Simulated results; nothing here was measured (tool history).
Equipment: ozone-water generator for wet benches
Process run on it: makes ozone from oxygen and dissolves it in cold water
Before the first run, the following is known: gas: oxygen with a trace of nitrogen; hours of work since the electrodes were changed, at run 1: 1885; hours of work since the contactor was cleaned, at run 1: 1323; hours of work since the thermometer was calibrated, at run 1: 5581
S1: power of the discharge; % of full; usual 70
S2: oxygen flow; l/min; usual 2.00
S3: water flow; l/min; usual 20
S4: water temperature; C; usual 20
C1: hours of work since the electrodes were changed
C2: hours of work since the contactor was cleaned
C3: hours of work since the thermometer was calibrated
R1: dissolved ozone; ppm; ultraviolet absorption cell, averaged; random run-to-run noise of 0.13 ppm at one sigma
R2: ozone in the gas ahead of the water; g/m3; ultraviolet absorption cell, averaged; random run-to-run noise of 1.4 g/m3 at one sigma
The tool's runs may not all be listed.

run 1 day=0.000 | S1=70 S2=2.00 S3=20 S4=20 | C1=1885 C2=1323 C3=5581 | R1=13.7 R2=269.2
run 2 day=2.621 | S1=70 S2=2.00 S3=30 S4=20 | C1=1931 C2=1368 C3=5627 | R1=9.0 R2=268.9
-- day=5.421 water thermometer calibrated
run 3 day=7.525 | S1=70 S2=2.00 S3=30 S4=20 | C1=2015 C2=1453 C3=36 | R1=9.0 R2=267.3
run 4 day=11.067 | S1=89 S2=2.00 S3=20 S4=20 | C1=2077 C2=1514 C3=98 | R1=17.3 R2=336.0
run 5 day=16.121 | S1=89 S2=2.00 S3=20 S4=20 | C1=2165 C2=1602 C3=186 | R1=17.2 R2=335.1
run 6 day=21.683 | S1=89 S2=2.00 S3=20 S4=20 | C1=2261 C2=1698 C3=282 | R1=17.1 R2=335.1
run 7 day=25.308 | S1=89 S2=2.00 S3=20 S4=20 | C1=2324 C2=1761 C3=345 | R1=17.3 R2=336.3
run 8 day=28.417 | S1=70 S2=1.25 S3=20 S4=20 | C1=2378 C2=1815 C3=399 | R1=11.3 R2=320.0
run 9 day=32.954 | S1=70 S2=1.25 S3=20 S4=14 | C1=2457 C2=1894 C3=478 | R1=11.7 R2=321.1
run 10 day=38.338 | S1=80 S2=1.25 S3=20 S4=14 | C1=2550 C2=1987 C3=571 | R1=13.3 R2=366.0
run 11 day=41.129 | S1=80 S2=1.25 S3=20 S4=14 | C1=2599 C2=2036 C3=620 | R1=13.3 R2=364.6
run 12 day=46.438 | S1=80 S2=1.25 S3=20 S4=14 | C1=2691 C2=2128 C3=712 | R1=13.2 R2=367.1
run 13 day=51.579 | S1=70 S2=2.00 S3=20 S4=20 | C1=2780 C2=2217 C3=801 | R1=13.8 R2=268.0
run 14 day=55.542 | S1=70 S2=2.89 S3=20 S4=20 | C1=2849 C2=2286 C3=870 | R1=15.4 R2=231.3
run 15 day=59.162 | S1=77 S2=1.26 S3=29 S4=20 | C1=2911 C2=2349 C3=933 | R1=8.0 R2=346.8
run 16 day=64.267 | S1=90 S2=2.36 S3=29 S4=23 | C1=3000 C2=2437 C3=1021 | R1=12.2 R2=319.1
run 17 day=69.033 | S1=70 S2=3.35 S3=24 S4=20 | C1=3083 C2=2520 C3=1104 | R1=13.6 R2=221.1
run 18 day=72.054 | S1=70 S2=3.35 S3=24 S4=20 | C1=3135 C2=2572 C3=1156 | R1=13.7 R2=219.4
run 19 day=74.917 | S1=70 S2=3.35 S3=24 S4=15 | C1=3185 C2=2622 C3=1206 | R1=14.2 R2=220.6

What will run 20 give?
run 20 day=78.229 | S1=70 S2=3.35 S3=24 S4=15 | C1=3242 C2=2680 C3=1263 | R1=? R2=?

{"run 20": {"R1": 14.3, "R2": 218.5}}
On a tool with no hidden condition, and with the same random variation, this run would have come out at R1 14.3 ppm, R2 218.6 g/m3.

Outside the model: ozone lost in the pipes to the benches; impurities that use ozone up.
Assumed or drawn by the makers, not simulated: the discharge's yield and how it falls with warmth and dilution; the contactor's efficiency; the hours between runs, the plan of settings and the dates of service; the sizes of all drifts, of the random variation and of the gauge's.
